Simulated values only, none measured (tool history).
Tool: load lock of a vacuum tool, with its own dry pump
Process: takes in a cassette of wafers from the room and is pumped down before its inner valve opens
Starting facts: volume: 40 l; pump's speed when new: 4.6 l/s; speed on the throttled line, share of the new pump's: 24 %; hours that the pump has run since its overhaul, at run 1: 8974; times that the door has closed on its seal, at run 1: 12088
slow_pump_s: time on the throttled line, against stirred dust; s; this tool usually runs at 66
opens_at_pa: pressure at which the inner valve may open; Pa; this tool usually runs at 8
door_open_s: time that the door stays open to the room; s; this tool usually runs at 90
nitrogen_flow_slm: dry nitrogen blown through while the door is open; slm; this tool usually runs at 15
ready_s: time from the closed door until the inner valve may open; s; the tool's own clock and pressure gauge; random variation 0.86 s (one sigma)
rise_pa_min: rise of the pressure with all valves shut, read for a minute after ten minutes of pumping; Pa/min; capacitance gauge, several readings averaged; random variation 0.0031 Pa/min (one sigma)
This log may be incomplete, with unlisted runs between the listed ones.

run      day  slow_pump_s  opens_at_pa  door_open_s  nitrogen_flow_slm  hours that the pump has run since its overhaul  times that the door has closed on its seal  incoming humidity of the room's air, %  ready_s  rise_pa_min
  1    0.000           66            8           90                 15                                            8974                                       12088                                    46.4    140.6        0.206
  2   18.417          130            8           90                 15                                            9416                                       12561                                    44.0    187.6        0.209
  3   36.842          130            8           90                 15                                            9858                                       13035                                    43.7    186.6        0.213
  4   47.933          130            8           90                 15                                           10124                                       13320                                    43.0    189.6        0.220
  5   61.400           66            8           29                 15                                           10447                                       13666                                    46.3    145.3        0.187
  6   72.358           46            8           90                 15                                           10710                                       13947                                    46.5    129.0        0.240
  7   80.350           46            8           90                 15                                           10902                                       14153                                    44.8    129.8        0.238
  8   92.558           46            8           90                 15                                           11195                                       14467                                    41.7    128.7        0.238
  9  109.446           86            8           90                  7                                           11600                                       14901                                    43.9    158.6        0.258
 10  127.704           40            8           30                 15                                           12039                                       15370                                    45.9    126.8        0.220
 11  145.754           40            8           30                 15                                           12472                                       15834                                    42.6    126.5        0.225
 12  157.896           72            8          124                 15                                           12763                                       16146                                    46.6    149.8        0.298
 13  173.417          120            8           90                 15                                           13136                                       16545                                    40.2    185.7        0.272
 14  192.000           66           12           52                 15                                           13582                                       17023                                    44.4    140.9        0.266
 15  208.133           35           14          146                 12                                           13969                                       17437                                    45.2    117.6        0.343

Some steps in ready_s, run to run, broken into two amounts with sign: the step expected even without the hidden condition (settings, incoming material, random variation), and the rest, left for the hidden condition together with whatever gauge scatter is not in both the measured and the hidden-condition-free result:
The hidden state here: pump's speed, % of a new pump's; leak at the door's seal, Pa l/s; drift of the gauge itself on ready_s, %; drift of the gauge itself on rise_pa_min, %.
Run 1 -> 2: slow_pump_s 66 -> 130. ready_s +47.0 s: hidden state -1.4, all else +48.4.
Run 4 -> 5: slow_pump_s 130 -> 66, door_open_s 90 -> 29. ready_s -44.3 s: hidden state +2.5, all else -46.8.
